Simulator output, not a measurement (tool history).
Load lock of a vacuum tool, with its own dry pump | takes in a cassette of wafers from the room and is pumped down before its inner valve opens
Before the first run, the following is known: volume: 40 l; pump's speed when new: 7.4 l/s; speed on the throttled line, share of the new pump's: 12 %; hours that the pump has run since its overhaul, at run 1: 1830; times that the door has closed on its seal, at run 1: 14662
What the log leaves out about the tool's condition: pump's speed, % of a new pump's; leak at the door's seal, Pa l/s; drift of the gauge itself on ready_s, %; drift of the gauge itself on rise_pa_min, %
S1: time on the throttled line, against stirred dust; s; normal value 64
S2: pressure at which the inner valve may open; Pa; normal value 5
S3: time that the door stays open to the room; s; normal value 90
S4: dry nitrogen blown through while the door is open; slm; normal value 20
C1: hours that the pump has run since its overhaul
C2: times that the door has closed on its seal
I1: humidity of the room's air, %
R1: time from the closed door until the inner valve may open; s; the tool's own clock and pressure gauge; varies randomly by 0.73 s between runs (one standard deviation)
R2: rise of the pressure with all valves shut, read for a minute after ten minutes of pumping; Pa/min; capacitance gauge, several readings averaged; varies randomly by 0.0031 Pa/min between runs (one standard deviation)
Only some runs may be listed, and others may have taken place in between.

Run 1, hour 0.0: usual settings; C1 1830; C2 14662; I1 44.0. Result: R1 110.4 s, R2 0.130 Pa/min.
Run 2, hour 167.0: usual settings; C1 1997; C2 15412; I1 44.7. Result: R1 109.9 s, R2 0.133 Pa/min.
Run 3, hour 334.8: usual settings but S3 145 s; C1 2165; C2 16166; I1 46.4. Result: R1 110.9 s, R2 0.166 Pa/min.
Run 4, hour 456.3: usual settings but S3 145 s; C1 2287; C2 16711; I1 47.0. Result: R1 111.0 s, R2 0.163 Pa/min.
Run 5, hour 604.5: usual settings but S3 145 s; C1 2435; C2 17377; I1 41.7. Result: R1 110.8 s, R2 0.163 Pa/min.
Run 6, hour 785.0: usual settings but S3 145 s; C1 2615; C2 18188; I1 43.0. Result: R1 110.3 s, R2 0.162 Pa/min.
Run 7, hour 880.8: usual settings but S3 145 s; C1 2711; C2 18618; I1 46.7. Result: R1 111.5 s, R2 0.178 Pa/min.
Run 8, hour 990.2: usual settings but S3 38 s; C1 2821; C2 19110; I1 42.5. Result: R1 111.0 s, R2 0.131 Pa/min.
Run 9, hour 1085.2: usual settings but S3 38 s; C1 2916; C2 19536; I1 42.7. Result: R1 111.1 s, R2 0.132 Pa/min.
Run 10, hour 1176.9: usual settings but S3 38 s; C1 3007; C2 19948; I1 46.2. Result: R1 111.3 s, R2 0.137 Pa/min.
Run 11, hour 1261.1: usual settings but S3 38 s; C1 3092; C2 20326; I1 41.5. Result: R1 111.3 s, R2 0.132 Pa/min.
Run 12, hour 1395.2: usual settings but S3 38 s; C1 3226; C2 20928; I1 42.6. Result: R1 110.5 s, R2 0.143 Pa/min.
Run 13, hour 1540.4: usual settings but S3 38 s; C1 3371; C2 21580; I1 46.9. Result: R1 110.0 s, R2 0.153 Pa/min.
Run 14, hour 1688.9: usual settings but S3 38 s; C1 3519; C2 22247; I1 43.0. Result: R1 110.0 s, R2 0.148 Pa/min.
Run 15, hour 1798.6: usual settings but S3 38 s, S4 6 slm; C1 3629; C2 22740; I1 44.9. Result: R1 111.8 s, R2 0.159 Pa/min.
Run 16, hour 1920.4: usual settings but S3 38 s, S4 6 slm; C1 3751; C2 23287; I1 45.7. Result: R1 111.0 s, R2 0.171 Pa/min.
Run 17, hour 2084.8: usual settings but S3 38 s, S4 6 slm; C1 3915; C2 24025; I1 47.0. Result: R1 111.3 s, R2 0.180 Pa/min.
Run 18, hour 2186.2: usual settings but S3 38 s, S4 6 slm; C1 4017; C2 24481; I1 43.2. Result: R1 111.2 s, R2 0.174 Pa/min.
Run 19, hour 2270.0: usual settings but S3 71 s, S4 6 slm; C1 4100; C2 24857; I1 48.8. Result: R1 111.7 s, R2 0.213 Pa/min.
Run 20, hour 2433.7: usual settings but S3 71 s, S4 6 slm; C1 4264; C2 25592; I1 48.3. Result: R1 111.0 s, R2 0.210 Pa/min.
Run 21, hour 2589.8: usual settings but S1 83 s, S2 8 Pa, S3 233 s; C1 4420; C2 26294; I1 48.3. Result: R1 125.9 s, R2 0.274 Pa/min.
Run 22, hour 2721.0: usual settings but S1 83 s, S2 8 Pa, S3 233 s; C1 4551; C2 26883; I1 48.1. Result: R1 125.0 s, R2 0.277 Pa/min.
Run 23, hour 2863.1: usual settings but S1 61 s, S2 4 Pa, S3 153 s; C1 4694; C2 27521; I1 48.3. Result: R1 110.3 s, R2 0.261 Pa/min.
Run 24, hour 2978.7: usual settings but S1 61 s, S2 8 Pa, S3 59 s; C1 4809; C2 28040; I1 46.4. Result: R1 106.8 s, R2 0.211 Pa/min.
Run 25, hour 3075.9: usual settings but S1 100 s, S2 6 Pa, S3 190 s, S4 44 slm; C1 4906; C2 28477; I1 46.3. Result: R1 142.0 s, R2 0.235 Pa/min.
Run 26, hour 3185.5: usual settings but S2 9 Pa, S4 7 slm; C1 5016; C2 28969; I1 46.0. Result: R1 108.9 s, R2 0.251 Pa/min.
Run 27, hour 3321.2: usual settings but S1 38 s, S4 38 slm; C1 5152; C2 29578; I1 45.5. Result: R1 89.4 s, R2 0.225 Pa/min.
Run 28, hour 3436.6: usual settings but S1 38 s, S4 38 slm; C1 5267; C2 30097; I1 44.7. Result: R1 88.8 s, R2 0.230 Pa/min.
Run 29, hour 3556.3: usual settings but S1 38 s, S4 38 slm; C1 5387; C2 30634; I1 44.1. Result: R1 88.3 s, R2 0.235 Pa/min.
Run 30, hour 3714.2: usual settings but S1 38 s, S4 38 slm; C1 5545; C2 31343; I1 44.5. Result: R1 89.5 s, R2 0.236 Pa/min.
Run 31, hour 3839.8: usual settings but S1 38 s, S2 9 Pa, S3 51 s, S4 38 slm; C1 5670; C2 31908; I1 48.0. Result: R1 84.9 s, R2 0.237 Pa/min.
Run 32, hour 3924.1: usual settings but S1 38 s, S2 9 Pa, S3 51 s, S4 38 slm; C1 5755; C2 32286; I1 43.6. Result: R1 85.6 s, R2 0.235 Pa/min.
Run 33, hour 4070.9: usual settings but S1 38 s, S2 9 Pa, S3 51 s, S4 38 slm; C1 5901; C2 32945; I1 47.4. Result: R1 85.8 s, R2 0.243 Pa/min.
Run 34, hour 4167.1: usual settings but S1 38 s, S2 9 Pa, S3 51 s, S4 38 slm; C1 5997; C2 33377; I1 47.0. Result: R1 85.9 s, R2 0.253 Pa/min.
Run 35, hour 4306.5: usual settings but S1 38 s, S2 9 Pa, S3 51 s, S4 38 slm; C1 6137; C2 34003; I1 50.1. Result: R1 85.2 s, R2 0.253 Pa/min.

3 ways to go on from here, each from the tool as it stands after run 35. What would each give?
Run A, hour 4380.0: usual settings but S1 38 s, S2 9 Pa, S3 32 s, S4 37 slm; C1 6210; C2 34333; I1 44.5. Result: R1 ?, R2 ?.
Run B, hour 4380.0: usual settings but S2 6 Pa, S3 42 s; C1 6210; C2 34333; I1 43.6. Result: R1 ?, R2 ?.
Run C, hour 4380.0: usual settings but S1 41 s, S2 7 Pa, S3 99 s; C1 6210; C2 34333; I1 44.9. Result: R1 ?, R2 ?.

run     R1     R2
  A   85.8  0.251
  B  112.0  0.269
  C   89.5  0.292
Stripped of hidden state, with their random variation kept, the same runs would have yielded:
run     R1     R2
  A   84.5  0.027
  B  110.6  0.045
  C   88.0  0.071
